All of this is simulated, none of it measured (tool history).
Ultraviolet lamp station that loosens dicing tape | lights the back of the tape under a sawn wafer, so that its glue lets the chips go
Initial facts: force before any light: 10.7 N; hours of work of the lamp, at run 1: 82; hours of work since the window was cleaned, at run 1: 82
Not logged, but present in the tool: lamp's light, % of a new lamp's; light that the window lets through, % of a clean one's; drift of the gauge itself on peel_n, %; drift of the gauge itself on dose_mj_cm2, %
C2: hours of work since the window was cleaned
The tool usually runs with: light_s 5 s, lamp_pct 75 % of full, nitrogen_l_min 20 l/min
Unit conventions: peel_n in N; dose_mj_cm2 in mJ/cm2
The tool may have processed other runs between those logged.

{"run": 1, "hour": 0.0, "light_s": 5, "lamp_pct": 75, "nitrogen_l_min": 20, "hours of work of the lamp": 82, "C2": 82, "peel_n": 1.717, "dose_mj_cm2": 505}
{"run": 2, "hour": 4.8, "light_s": 5, "lamp_pct": 75, "nitrogen_l_min": 20, "hours of work of the lamp": 85, "C2": 85, "peel_n": 1.678, "dose_mj_cm2": 498}
{"run": 3, "hour": 11.6, "light_s": 5, "lamp_pct": 75, "nitrogen_l_min": 20, "hours of work of the lamp": 90, "C2": 90, "peel_n": 1.696, "dose_mj_cm2": 503}
{"run": 4, "hour": 19.1, "light_s": 2, "lamp_pct": 75, "nitrogen_l_min": 20, "hours of work of the lamp": 95, "C2": 95, "peel_n": 5.367, "dose_mj_cm2": 203}
{"run": 5, "hour": 29.1, "light_s": 2, "lamp_pct": 75, "nitrogen_l_min": 20, "hours of work of the lamp": 102, "C2": 102, "peel_n": 5.092, "dose_mj_cm2": 195}
{"run": 6, "hour": 35.3, "light_s": 5, "lamp_pct": 75, "nitrogen_l_min": 20, "hours of work of the lamp": 106, "C2": 106, "peel_n": 1.742, "dose_mj_cm2": 495}
{"run": 7, "hour": 41.9, "light_s": 5, "lamp_pct": 75, "nitrogen_l_min": 20, "hours of work of the lamp": 111, "C2": 111, "peel_n": 1.726, "dose_mj_cm2": 493}
{"run": 8, "hour": 46.3, "light_s": 5, "lamp_pct": 95, "nitrogen_l_min": 20, "hours of work of the lamp": 114, "C2": 114, "peel_n": 1.097, "dose_mj_cm2": 623}
{"run": 9, "hour": 52.4, "light_s": 5, "lamp_pct": 95, "nitrogen_l_min": 20, "hours of work of the lamp": 118, "C2": 118, "peel_n": 1.141, "dose_mj_cm2": 616}
{"run": 10, "hour": 60.0, "light_s": 5, "lamp_pct": 95, "nitrogen_l_min": 20, "hours of work of the lamp": 123, "C2": 123, "peel_n": 1.109, "dose_mj_cm2": 610}
{"run": 11, "hour": 64.9, "light_s": 5, "lamp_pct": 95, "nitrogen_l_min": 20, "hours of work of the lamp": 126, "C2": 126, "peel_n": 1.112, "dose_mj_cm2": 610}
{"run": 12, "hour": 69.5, "light_s": 5, "lamp_pct": 75, "nitrogen_l_min": 20, "hours of work of the lamp": 129, "C2": 129, "peel_n": 1.841, "dose_mj_cm2": 479}
{"run": 13, "hour": 78.6, "light_s": 5, "lamp_pct": 75, "nitrogen_l_min": 20, "hours of work of the lamp": 135, "C2": 135, "peel_n": 1.819, "dose_mj_cm2": 475}
{"run": 14, "hour": 84.6, "light_s": 5, "lamp_pct": 75, "nitrogen_l_min": 20, "hours of work of the lamp": 140, "C2": 140, "peel_n": 1.883, "dose_mj_cm2": 478}
{"run": 15, "hour": 93.8, "light_s": 5, "lamp_pct": 75, "nitrogen_l_min": 25, "hours of work of the lamp": 146, "C2": 146, "peel_n": 1.657, "dose_mj_cm2": 478}
{"run": 16, "hour": 104.0, "light_s": 5, "lamp_pct": 60, "nitrogen_l_min": 18, "hours of work of the lamp": 153, "C2": 153, "peel_n": 2.763, "dose_mj_cm2": 376}
{"run": 17, "hour": 111.2, "light_s": 5, "lamp_pct": 62, "nitrogen_l_min": 20, "hours of work of the lamp": 158, "C2": 158, "peel_n": 2.519, "dose_mj_cm2": 382}
{"run": 18, "hour": 118.4, "light_s": 5, "lamp_pct": 62, "nitrogen_l_min": 20, "hours of work of the lamp": 163, "C2": 163, "peel_n": 2.616, "dose_mj_cm2": 384}
{"run": 19, "hour": 123.5, "light_s": 5, "lamp_pct": 62, "nitrogen_l_min": 20, "hours of work of the lamp": 166, "C2": 166, "peel_n": 2.609, "dose_mj_cm2": 379}
{"run": 20, "hour": 133.6, "light_s": 3, "lamp_pct": 75, "nitrogen_l_min": 20, "hours of work of the lamp": 173, "C2": 173, "peel_n": 3.827, "dose_mj_cm2": 273}
{"run": 21, "hour": 140.1, "light_s": 4, "lamp_pct": 75, "nitrogen_l_min": 7, "hours of work of the lamp": 177, "C2": 177, "peel_n": 4.461, "dose_mj_cm2": 363}
{"run": 22, "hour": 147.0, "light_s": 10, "lamp_pct": 63, "nitrogen_l_min": 19, "hours of work of the lamp": 182, "C2": 182, "peel_n": 0.708, "dose_mj_cm2": 757}
{"run": 23, "hour": 151.8, "light_s": 4, "lamp_pct": 96, "nitrogen_l_min": 20, "hours of work of the lamp": 185, "C2": 185, "peel_n": 1.973, "dose_mj_cm2": 461}
{"run": 24, "hour": 158.4, "light_s": 4, "lamp_pct": 96, "nitrogen_l_min": 20, "hours of work of the lamp": 190, "C2": 190, "peel_n": 1.902, "dose_mj_cm2": 461}
{"run": 25, "hour": 167.7, "light_s": 2, "lamp_pct": 75, "nitrogen_l_min": 36, "hours of work of the lamp": 196, "C2": 196, "peel_n": 4.9, "dose_mj_cm2": 178}
{"run": 26, "hour": 176.8, "light_s": 2, "lamp_pct": 75, "nitrogen_l_min": 36, "hours of work of the lamp": 202, "C2": 202, "peel_n": 4.982, "dose_mj_cm2": 178}
{"run": 27, "hour": 182.4, "light_s": 3, "lamp_pct": 93, "nitrogen_l_min": 20, "hours of work of the lamp": 206, "C2": 206, "peel_n": 3.16, "dose_mj_cm2": 329}
{"run": 28, "hour": 192.3, "light_s": 3, "lamp_pct": 66, "nitrogen_l_min": 9, "hours of work of the lamp": 213, "C2": 213, "peel_n": 5.966, "dose_mj_cm2": 233}
{"run": 29, "hour": 199.8, "light_s": 3, "lamp_pct": 65, "nitrogen_l_min": 19, "hours of work of the lamp": 218, "C2": 218, "peel_n": 4.889, "dose_mj_cm2": 229}

Below, each run's measurement less what the same run would have read without the hidden state. Both values contain the same run-to-run variation, but the gauge's scatter may not be the same in both:
run=1 peel_n=+0.292 dose_mj_cm2=-52
run=2 peel_n=+0.297 dose_mj_cm2=-54
run=3 peel_n=+0.312 dose_mj_cm2=-57
run=4 peel_n=+0.449 dose_mj_cm2=-23
run=5 peel_n=+0.448 dose_mj_cm2=-25
run=6 peel_n=+0.36 dose_mj_cm2=-65
run=7 peel_n=+0.367 dose_mj_cm2=-67
run=8 peel_n=+0.287 dose_mj_cm2=-87
run=9 peel_n=+0.309 dose_mj_cm2=-90
run=10 peel_n=+0.307 dose_mj_cm2=-93
run=11 peel_n=+0.315 dose_mj_cm2=-95
run=12 peel_n=+0.445 dose_mj_cm2=-76
run=13 peel_n=+0.456 dose_mj_cm2=-80
run=14 peel_n=+0.483 dose_mj_cm2=-82
run=15 peel_n=+0.465 dose_mj_cm2=-85
run=16 peel_n=+0.61 dose_mj_cm2=-72
run=17 peel_n=+0.607 dose_mj_cm2=-75
run=18 peel_n=+0.644 dose_mj_cm2=-77
run=19 peel_n=+0.65 dose_mj_cm2=-79
run=20 peel_n=+0.75 dose_mj_cm2=-59
run=21 peel_n=+0.786 dose_mj_cm2=-81
run=22 peel_n=+0.306 dose_mj_cm2=-174
run=23 peel_n=+0.633 dose_mj_cm2=-108
run=24 peel_n=+0.621 dose_mj_cm2=-112
run=25 peel_n=+0.894 dose_mj_cm2=-44
run=26 peel_n=+0.931 dose_mj_cm2=-46
run=27 peel_n=+0.854 dose_mj_cm2=-87
run=28 peel_n=+0.921 dose_mj_cm2=-64
run=29 peel_n=+1.002 dose_mj_cm2=-64
